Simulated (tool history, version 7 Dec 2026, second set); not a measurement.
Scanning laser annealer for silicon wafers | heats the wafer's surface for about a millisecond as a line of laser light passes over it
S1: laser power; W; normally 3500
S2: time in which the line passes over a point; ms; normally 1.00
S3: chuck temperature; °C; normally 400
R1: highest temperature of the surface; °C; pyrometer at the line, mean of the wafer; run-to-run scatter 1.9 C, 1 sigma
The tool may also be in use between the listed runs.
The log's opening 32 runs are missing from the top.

run 33 day=70.908 | S1=3048 S2=1.19 S3=407 | R1=1069
run 34 day=73.192 | S1=3048 S2=1.19 S3=407 | R1=1062
run 35 day=74.579 | S1=3571 S2=1.00 S3=428 | R1=1124
run 36 day=77.242 | S1=3571 S2=1.00 S3=428 | R1=1122
run 37 day=79.775 | S1=3372 S2=1.25 S3=421 | R1=1160
run 38 day=81.008 | S1=3500 S2=0.74 S3=400 | R1=977
run 39 day=82.533 | S1=3500 S2=0.74 S3=400 | R1=976
run 40 day=84.188 | S1=3500 S2=0.74 S3=400 | R1=976

Below are 4 alternative next runs, each starting from the tool's condition after run 40. Predict each:
run A day=85.538 | S1=3201 S2=1.10 S3=422 | R1=?
run B day=85.538 | S1=3440 S2=0.95 S3=387 | R1=?
run C day=85.538 | S1=3808 S2=1.00 S3=418 | R1=?
run D day=85.538 | S1=3500 S2=1.15 S3=403 | R1=?

run=A R1=1074
run=B R1=1032
run=C R1=1145
run=D R1=1127
Had the tool no hidden state, the same runs would have come out as:
run=A R1=1106
run=B R1=1064
run=C R1=1180
run=D R1=1163
